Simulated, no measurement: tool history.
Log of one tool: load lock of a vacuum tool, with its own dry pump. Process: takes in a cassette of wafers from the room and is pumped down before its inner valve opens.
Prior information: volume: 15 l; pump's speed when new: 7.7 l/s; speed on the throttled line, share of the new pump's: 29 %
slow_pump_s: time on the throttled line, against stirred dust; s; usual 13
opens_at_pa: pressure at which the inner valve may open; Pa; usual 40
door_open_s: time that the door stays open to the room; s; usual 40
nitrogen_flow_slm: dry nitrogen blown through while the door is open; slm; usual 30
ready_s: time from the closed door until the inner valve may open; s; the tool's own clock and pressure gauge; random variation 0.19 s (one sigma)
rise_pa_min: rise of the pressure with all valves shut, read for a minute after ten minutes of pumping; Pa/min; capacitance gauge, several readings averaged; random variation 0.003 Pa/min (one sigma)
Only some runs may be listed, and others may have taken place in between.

| run | day | slow_pump_s | opens_at_pa | door_open_s | nitrogen_flow_slm | incoming humidity of the room's air, % | ready_s | rise_pa_min |
|---|---|---|---|---|---|---|---|---|
| 1 | 0 | 13 | 40 | 40 | 30 | 47.8 | 25.1 | 0.088 |
| 2 | 12.525 | 13 | 40 | 40 | 30 | 44.9 | 25.3 | 0.105 |
| 3 | 18.8 | 13 | 40 | 40 | 30 | 47.6 | 25.3 | 0.108 |
| 4 | 27.658 | 13 | 40 | 40 | 30 | 48 | 24.9 | 0.12 |
| 5 | 36.621 | 13 | 40 | 40 | 30 | 43.3 | 25.1 | 0.13 |
| 6 | 45.8 | 13 | 40 | 40 | 30 | 43.6 | 24.9 | 0.13 |
| 7 | 54.229 | 17 | 40 | 40 | 30 | 42.9 | 28.7 | 0.139 |
| 8 | 59.879 | 17 | 40 | 40 | 30 | 43.5 | 28 | 0.143 |
| 9 | 71.892 | 17 | 40 | 40 | 30 | 43.3 | 28.1 | 0.156 |
| 10 | 80.396 | 13 | 40 | 40 | 30 | 44.1 | 25.2 | 0.162 |
| 11 | 88.362 | 13 | 40 | 40 | 30 | 45.4 | 25.5 | 0.171 |
| 12 | 98.158 | 13 | 40 | 40 | 30 | 43.5 | 25.6 | 0.18 |
| 13 | 103.612 | 13 | 40 | 40 | 30 | 47 | 25.5 | 0.182 |
| 14 | 114.967 | 7 | 40 | 40 | 30 | 42.2 | 21.2 | 0.193 |
| 15 | 120.629 | 7 | 40 | 40 | 30 | 45.8 | 21.3 | 0.205 |
| 16 | 129.1 | 13 | 40 | 40 | 30 | 42.5 | 25.3 | 0.209 |
| 17 | 137.496 | 13 | 40 | 40 | 30 | 47.9 | 25.5 | 0.228 |
| 18 | 144.438 | 13 | 40 | 40 | 30 | 47.4 | 25.4 | 0.234 |
| 19 | 155.425 | 13 | 40 | 40 | 30 | 44.5 | 25.5 | 0.25 |
| 20 | 163.817 | 13 | 41 | 88 | 30 | 46.3 | 25.6 | 0.263 |
| 21 | 170.608 | 13 | 41 | 88 | 30 | 42 | 25.7 | 0.269 |
| 22 | 178.092 | 15 | 44 | 53 | 26 | 45.2 | 26.6 | 0.286 |
| 23 | 183.5 | 15 | 44 | 53 | 26 | 45.5 | 26.8 | 0.294 |
| 24 | 192.825 | 16 | 62 | 40 | 30 | 43.8 | 26.8 | 0.291 |
| 25 | 198.396 | 16 | 56 | 214 | 11 | 45.9 | 26.8 | 0.389 |
| 26 | 207.142 | 16 | 56 | 214 | 11 | 44 | 27 | 0.389 |
| 27 | 217.712 | 16 | 56 | 214 | 11 | 45.5 | 27 | 0.422 |
| 28 | 223.867 | 16 | 56 | 163 | 20 | 46.4 | 27.4 | 0.38 |
| 29 | 235.775 | 8 | 40 | 113 | 30 | 41.8 | 22.4 | 0.374 |
| 30 | 247.146 | 13 | 61 | 40 | 25 | 44 | 24.9 | 0.365 |
| 31 | 255.871 | 13 | 61 | 40 | 25 | 46.3 | 24.9 | 0.383 |
| 32 | 267.758 | 25 | 75 | 216 | 18 | 48.9 | 32.6 | 0.477 |
| 33 | 276.404 | 10 | 40 | 40 | 17 | 46.7 | 23.8 | 0.426 |
| 34 | 288.796 | 18 | 50 | 27 | 4 | 47.4 | 28.6 | 0.444 |
| 35 | 299.633 | 7 | 50 | 27 | 4 | 46.1 | 21.5 | 0.453 |
| 36 | 305.217 | 7 | 50 | 27 | 4 | 45.2 | 21.6 | 0.464 |
| 37 | 316.975 | 7 | 52 | 30 | 4 | 46.3 | 21.5 | 0.499 |

3 ways to go on from here, each from the tool as it stands after run 37. What would each give?
| A | 323.846 | 13 | 36 | 51 | 34 | 46.5 | ? | ? |
| B | 323.846 | 7 | 64 | 39 | 4 | 47.3 | ? | ? |
| C | 323.846 | 13 | 58 | 40 | 30 | 44 | ? | ? |

| run | ready_s | rise_pa_min |
|---|---|---|
| A | 26.3 | 0.496 |
| B | 21.4 | 0.523 |
| C | 25.2 | 0.482 |
What these runs would have given with no unlogged condition in the tool:
| run | ready_s | rise_pa_min |
|---|---|---|
| A | 24.7 | 0.039 |
| B | 19.7 | 0.059 |
| C | 23.7 | 0.03 |
